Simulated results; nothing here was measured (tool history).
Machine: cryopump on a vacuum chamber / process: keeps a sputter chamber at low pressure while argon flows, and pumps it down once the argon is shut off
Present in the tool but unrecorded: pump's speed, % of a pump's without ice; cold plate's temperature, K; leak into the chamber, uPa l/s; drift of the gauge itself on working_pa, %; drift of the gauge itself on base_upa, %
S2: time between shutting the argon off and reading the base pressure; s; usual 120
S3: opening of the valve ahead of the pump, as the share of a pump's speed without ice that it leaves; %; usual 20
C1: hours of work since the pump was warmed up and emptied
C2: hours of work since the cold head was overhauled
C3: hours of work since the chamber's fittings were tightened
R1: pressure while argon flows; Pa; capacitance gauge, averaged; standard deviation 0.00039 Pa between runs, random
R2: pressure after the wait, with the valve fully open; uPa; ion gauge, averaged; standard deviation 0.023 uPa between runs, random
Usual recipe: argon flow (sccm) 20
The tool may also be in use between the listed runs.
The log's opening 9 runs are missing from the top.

{"run": 10, "hour": 111.0, "argon flow (sccm)": 20, "S2": 120, "S3": 30, "C1": 149, "C2": 149, "C3": 569, "R1": 0.0561, "R2": 1.18}
{"run": 11, "hour": 123.4, "argon flow (sccm)": 20, "S2": 69, "S3": 20, "C1": 157, "C2": 157, "C3": 577, "R1": 0.0842, "R2": 1.56}
{"run": 12, "hour": 133.7, "argon flow (sccm)": 20, "S2": 69, "S3": 20, "C1": 164, "C2": 164, "C3": 583, "R1": 0.0839, "R2": 1.54}
{"run": 13, "hour": 146.4, "argon flow (sccm)": 20, "S2": 69, "S3": 20, "C1": 172, "C2": 172, "C3": 592, "R1": 0.0834, "R2": 1.56}
{"run": 14, "hour": 158.3, "argon flow (sccm)": 20, "S2": 120, "S3": 20, "C1": 180, "C2": 180, "C3": 599, "R1": 0.0833, "R2": 1.11}
{"run": 15, "hour": 167.1, "argon flow (sccm)": 20, "S2": 120, "S3": 20, "C1": 185, "C2": 185, "C3": 605, "R1": 0.0843, "R2": 1.15}
{"run": 16, "hour": 180.3, "argon flow (sccm)": 20, "S2": 120, "S3": 20, "C1": 194, "C2": 194, "C3": 613, "R1": 0.0846, "R2": 1.15}
{"run": 17, "hour": 194.8, "argon flow (sccm)": 20, "S2": 120, "S3": 20, "C1": 203, "C2": 203, "C3": 623, "R1": 0.0842, "R2": 1.14}
{"run": 18, "hour": 202.9, "argon flow (sccm)": 20, "S2": 120, "S3": 20, "C1": 208, "C2": 208, "C3": 628, "R1": 0.0844, "R2": 1.14}
{"run": 19, "hour": 211.0, "argon flow (sccm)": 20, "S2": 120, "S3": 20, "C1": 214, "C2": 214, "C3": 633, "R1": 0.0845, "R2": 1.14}
{"run": 20, "hour": 218.6, "argon flow (sccm)": 26, "S2": 144, "S3": 54, "C1": 218, "C2": 218, "C3": 638, "R1": 0.0425, "R2": 1.11}
{"run": 21, "hour": 230.4, "argon flow (sccm)": 10, "S2": 21, "S3": 54, "C1": 226, "C2": 226, "C3": 646, "R1": 0.0167, "R2": 3.91}
{"run": 22, "hour": 246.7, "argon flow (sccm)": 10, "S2": 21, "S3": 54, "C1": 236, "C2": 236, "C3": 656, "R1": 0.0165, "R2": 4.02}
{"run": 23, "hour": 261.6, "argon flow (sccm)": 10, "S2": 21, "S3": 54, "C1": 246, "C2": 246, "C3": 666, "R1": 0.0159, "R2": 3.96}
{"run": 24, "hour": 276.4, "argon flow (sccm)": 14, "S2": 104, "S3": 54, "C1": 256, "C2": 256, "C3": 675, "R1": 0.0229, "R2": 1.35}
{"run": 25, "hour": 291.5, "argon flow (sccm)": 20, "S2": 269, "S3": 20, "C1": 265, "C2": 265, "C3": 685, "R1": 0.0847, "R2": 0.91}
{"run": 26, "hour": 304.2, "argon flow (sccm)": 26, "S2": 135, "S3": 20, "C1": 273, "C2": 273, "C3": 693, "R1": 0.1098, "R2": 1.16}
{"run": 27, "hour": 313.0, "argon flow (sccm)": 39, "S2": 103, "S3": 49, "C1": 279, "C2": 279, "C3": 699, "R1": 0.0702, "R2": 1.34}
{"run": 28, "hour": 322.7, "argon flow (sccm)": 20, "S2": 120, "S3": 27, "C1": 285, "C2": 285, "C3": 705, "R1": 0.0639, "R2": 1.24}
{"run": 29, "hour": 330.4, "argon flow (sccm)": 33, "S2": 120, "S3": 27, "C1": 290, "C2": 290, "C3": 710, "R1": 0.1048, "R2": 1.24}
{"run": 30, "hour": 345.5, "argon flow (sccm)": 25, "S2": 120, "S3": 19, "C1": 300, "C2": 300, "C3": 719, "R1": 0.1112, "R2": 1.25}
{"run": 31, "hour": 359.2, "argon flow (sccm)": 25, "S2": 31, "S3": 28, "C1": 309, "C2": 309, "C3": 728, "R1": 0.0772, "R2": 3.03}
{"run": 32, "hour": 375.2, "argon flow (sccm)": 20, "S2": 120, "S3": 48, "C1": 319, "C2": 319, "C3": 739, "R1": 0.0371, "R2": 1.31}
{"run": 33, "hour": 389.7, "argon flow (sccm)": 14, "S2": 166, "S3": 29, "C1": 328, "C2": 328, "C3": 748, "R1": 0.0416, "R2": 1.16}
{"run": 34, "hour": 404.9, "argon flow (sccm)": 14, "S2": 160, "S3": 16, "C1": 338, "C2": 338, "C3": 758, "R1": 0.0739, "R2": 1.18}

Here are 4 independent what-if runs from the current tool condition. What would each one return?
{"run": "A", "hour": 416.7, "argon flow (sccm)": 14, "S2": 160, "S3": 56, "C1": 346, "C2": 346, "C3": 765, "R1": "?", "R2": "?"}
{"run": "B", "hour": 416.7, "argon flow (sccm)": 14, "S2": 93, "S3": 16, "C1": 346, "C2": 346, "C3": 765, "R1": "?", "R2": "?"}
{"run": "C", "hour": 416.7, "argon flow (sccm)": 20, "S2": 120, "S3": 32, "C1": 346, "C2": 346, "C3": 765, "R1": "?", "R2": "?"}
{"run": "D", "hour": 416.7, "argon flow (sccm)": 22, "S2": 120, "S3": 20, "C1": 346, "C2": 346, "C3": 765, "R1": "?", "R2": "?"}

run=A R1=0.023 R2=1.15
run=B R1=0.0739 R2=1.49
run=C R1=0.0549 R2=1.36
run=D R1=0.0939 R2=1.33
Take away the tool's hidden state, keep each run's random variation, and the runs would have read:
run=A R1=0.0205 R2=0.55
run=B R1=0.0713 R2=0.88
run=C R1=0.0513 R2=0.75
run=D R1=0.0899 R2=0.73
